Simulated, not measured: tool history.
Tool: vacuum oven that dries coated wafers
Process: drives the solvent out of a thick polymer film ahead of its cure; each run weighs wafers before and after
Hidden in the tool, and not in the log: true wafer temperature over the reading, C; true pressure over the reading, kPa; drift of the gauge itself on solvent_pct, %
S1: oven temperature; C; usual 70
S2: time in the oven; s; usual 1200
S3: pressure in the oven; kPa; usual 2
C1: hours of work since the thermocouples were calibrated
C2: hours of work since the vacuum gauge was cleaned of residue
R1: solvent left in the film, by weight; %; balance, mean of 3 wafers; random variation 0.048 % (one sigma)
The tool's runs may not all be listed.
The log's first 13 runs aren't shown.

run    hour  S1    S2    S3    C1    C2    R1
 14   902.7  56  1200     2  1404  1207  6.43
 15   982.9  77  1200     2  1465  1268  1.26
     1027.1  -- oven's thermocouples calibrated
 16  1060.9  70  1200     2    26  1326  2.19
 17  1139.5  70  1440     2    86  1386  1.75
 18  1198.9  70  1440     2   131  1432  1.85
 19    1254  70  1440     2   173  1474  1.93
 20  1316.4  74  2100  6.82   221  1522  3.46
 21  1407.3  61  2100  6.82   291  1591  6.68
 22  1475.1  61  2100  6.82   343  1643   6.4
 23  1533.5  61  2100  6.82   387  1688  6.63
 24  1606.9  61  2100  6.82   443  1744  6.63
 25  1703.2  61  2100  6.82   517  1817  6.71
 26  1781.9  76  2100  2.32   577  1878  1.26
 27  1833.6  81  1440  4.13   617  1917  1.68
 28  1919.8  72  1200  3.56   683  1983  2.77
 29  2015.7  83   600  1.14   756  2056  1.36
 30  2083.1  70  1200  4.15   808  2108  3.55
 31  2160.3  67   720  5.01   867  2167   6.4
 32  2229.9  82  1080  4.15   920  2220  1.72
 33  2315.5  68   900     2   985  2286  3.91
 34  2383.8  68   900  4.79  1037  2338   5.3
 35  2425.5  76  1680   1.2  1069  2370  0.88
 36  2478.7  66  1200  5.15  1110  2410   5.2
 37  2547.7  70   720  2.27  1163  2463  4.34

5 ways to go on from here, each from the tool as it stands after run 37. What would each give?
  A  2634.2  70   720  6.38  1229  2529   ?
  B  2634.2  83   840  2.27  1229  2529   ?
  C  2634.2  72  1500  3.37  1229  2529   ?
  D  2634.2  68   780  1.45  1229  2529   ?
  E  2634.2  63   660  7.46  1229  2529   ?

run    R1
  A  6.29
  B  1.23
  C  2.59
  D  4.25
  E  9.32
Without the tool's hidden state the same runs would have given:
run    R1
  A  5.55
  B   0.9
  C  2.06
  D  3.53
  E  8.51
